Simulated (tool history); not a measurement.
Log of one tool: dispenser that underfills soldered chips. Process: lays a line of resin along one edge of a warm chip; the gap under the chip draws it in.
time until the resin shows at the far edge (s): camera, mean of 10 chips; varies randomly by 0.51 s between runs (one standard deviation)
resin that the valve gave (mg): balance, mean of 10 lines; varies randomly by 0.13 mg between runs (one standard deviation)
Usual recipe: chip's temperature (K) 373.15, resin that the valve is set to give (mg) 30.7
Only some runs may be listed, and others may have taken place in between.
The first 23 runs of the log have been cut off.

| run | hour | chip's temperature (K) | resin that the valve is set to give (mg) | time until the resin shows at the far edge (s) | resin that the valve gave (mg) |
|---|---|---|---|---|---|
|  | 83.8 | new syringe of resin |
| 24 | 84.2 | 367.15 | 27.3 | 55.1 | 27.17 |
| 25 | 86.7 | 374.15 | 28.5 | 47.5 | 28.35 |
| 26 | 90.3 | 374.15 | 28.5 | 57.2 | 28.24 |
|  | 90.9 | new syringe of resin |
| 27 | 92.9 | 379.15 | 32.1 | 38.8 | 31.85 |
| 28 | 96.1 | 377.15 | 30.8 | 46.8 | 30.54 |
|  | 98.2 | new syringe of resin |
| 29 | 100.3 | 361.15 | 28.0 | 69.8 | 27.90 |
| 30 | 102.8 | 361.15 | 32.9 | 77.5 | 32.88 |
|  | 105.6 | new syringe of resin |
| 31 | 107.9 | 380.15 | 28.3 | 38.5 | 27.91 |
| 32 | 112.2 | 359.15 | 26.2 | 97.3 | 25.87 |
|  | 112.9 | new syringe of resin |
| 33 | 115.0 | 373.15 | 39.1 | 45.6 | 38.53 |
| 34 | 119.4 | 361.15 | 39.1 | 83.1 | 38.33 |
|  | 120.0 | new syringe of resin |
| 35 | 123.9 | 363.15 | 35.0 | 69.0 | 34.44 |
|  | 127.2 | new syringe of resin |
| 36 | 127.3 | 363.15 | 35.0 | 56.8 | 34.50 |

Forecast each of these 3 alternatives for the next run:
| A | 131.2 | 363.15 | 27.0 | ? | ? |
| B | 131.2 | 361.15 | 35.0 | ? | ? |
| C | 131.2 | 373.15 | 30.0 | ? | ? |

| run | time until the resin shows at the far edge (s) | resin that the valve gave (mg) |
|---|---|---|
| A | 74.5 | 26.36 |
| B | 74.6 | 34.22 |
| C | 52.0 | 29.62 |
Stripped of hidden state, with their random variation kept, the same runs would have yielded:
| run | time until the resin shows at the far edge (s) | resin that the valve gave (mg) |
|---|---|---|
| A | 59.2 | 26.89 |
| B | 59.7 | 34.91 |
| C | 41.6 | 30.22 |

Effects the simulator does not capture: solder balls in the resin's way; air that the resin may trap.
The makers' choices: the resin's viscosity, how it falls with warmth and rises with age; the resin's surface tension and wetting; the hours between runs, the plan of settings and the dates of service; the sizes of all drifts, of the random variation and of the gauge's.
